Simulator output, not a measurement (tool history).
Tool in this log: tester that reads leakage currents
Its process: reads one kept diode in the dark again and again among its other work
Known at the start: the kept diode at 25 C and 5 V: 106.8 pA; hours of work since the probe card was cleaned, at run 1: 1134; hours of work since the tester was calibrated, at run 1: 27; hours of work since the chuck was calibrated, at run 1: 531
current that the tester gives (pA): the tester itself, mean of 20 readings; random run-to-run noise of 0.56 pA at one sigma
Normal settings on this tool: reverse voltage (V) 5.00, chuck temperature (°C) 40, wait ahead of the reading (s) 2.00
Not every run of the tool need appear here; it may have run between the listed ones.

| run | hour | reverse voltage (V) | chuck temperature (°C) | wait ahead of the reading (s) | hours of work since the probe card was cleaned | hours of work since the tester was calibrated | hours of work since the chuck was calibrated | current that the tester gives (pA) |
|---|---|---|---|---|---|---|---|---|
| 1 | 0.0 | 5.00 | 40 | 2.00 | 1134 | 27 | 531 | 312.88 |
|  | 15.3 | chuck's temperature calibrated |
| 2 | 32.9 | 5.00 | 40 | 2.00 | 1159 | 52 | 14 | 326.46 |
| 3 | 48.0 | 5.00 | 40 | 2.00 | 1171 | 64 | 26 | 325.78 |
| 4 | 80.2 | 5.00 | 40 | 2.00 | 1196 | 89 | 51 | 325.21 |
| 5 | 112.3 | 5.00 | 40 | 2.00 | 1222 | 114 | 77 | 324.15 |
| 6 | 125.9 | 5.00 | 40 | 2.00 | 1233 | 125 | 88 | 324.16 |
| 7 | 147.7 | 5.00 | 40 | 1.58 | 1250 | 143 | 105 | 324.08 |
| 8 | 179.5 | 5.00 | 40 | 1.58 | 1275 | 168 | 130 | 323.27 |
| 9 | 212.9 | 5.00 | 40 | 1.58 | 1301 | 194 | 157 | 321.76 |
| 10 | 230.9 | 5.00 | 40 | 1.58 | 1316 | 208 | 171 | 323.42 |
| 11 | 255.0 | 5.00 | 40 | 1.58 | 1335 | 228 | 190 | 321.48 |
| 12 | 269.3 | 5.00 | 40 | 1.58 | 1346 | 239 | 201 | 321.29 |
| 13 | 298.9 | 5.00 | 40 | 1.58 | 1370 | 262 | 225 | 320.86 |
| 14 | 317.5 | 5.00 | 40 | 0.83 | 1384 | 277 | 239 | 319.96 |
| 15 | 332.3 | 5.00 | 40 | 0.62 | 1396 | 289 | 251 | 322.01 |
| 16 | 360.2 | 5.00 | 40 | 0.85 | 1418 | 311 | 273 | 320.96 |
| 17 | 374.5 | 5.00 | 40 | 2.00 | 1430 | 322 | 285 | 319.93 |
| 18 | 396.3 | 5.00 | 40 | 2.00 | 1447 | 340 | 302 | 318.91 |
| 19 | 426.3 | 5.00 | 40 | 2.00 | 1471 | 363 | 326 | 320.32 |
| 20 | 444.5 | 5.00 | 40 | 2.00 | 1485 | 378 | 340 | 318.36 |
| 21 | 473.4 | 5.25 | 37 | 0.87 | 1508 | 401 | 363 | 261.26 |
| 22 | 489.0 | 2.02 | 20 | 9.38 | 1520 | 413 | 375 | 51.67 |
| 23 | 509.7 | 5.00 | 50 | 4.13 | 1537 | 429 | 392 | 627.09 |
| 24 | 535.8 | 1.31 | 27 | 3.83 | 1557 | 450 | 412 | 76.30 |
| 25 | 562.1 | 1.31 | 27 | 3.83 | 1578 | 471 | 433 | 76.03 |
| 26 | 592.5 | 1.31 | 22 | 0.99 | 1602 | 495 | 457 | 51.69 |
| 27 | 612.8 | 1.31 | 22 | 1.86 | 1618 | 511 | 473 | 51.44 |
| 28 | 638.4 | 1.00 | 32 | 0.30 | 1639 | 531 | 494 | 100.98 |
| 29 | 660.6 | 3.58 | 40 | 0.72 | 1656 | 549 | 511 | 280.59 |
| 30 | 676.3 | 3.58 | 40 | 0.72 | 1669 | 561 | 524 | 279.77 |
|  | 700.7 | chuck's temperature calibrated |
| 31 | 707.3 | 2.52 | 30 | 1.21 | 1692 | 584 | 5 | 125.60 |

Predict the results of run 32:
| 32 | 727.4 | 4.09 | 31 | 0.49 | 1708 | 600 | 21 | ? |

current that the tester gives (pA): 160.17
On a tool with no hidden condition, and with the same random variation, this run would have come out at current that the tester gives (pA) 157.96.
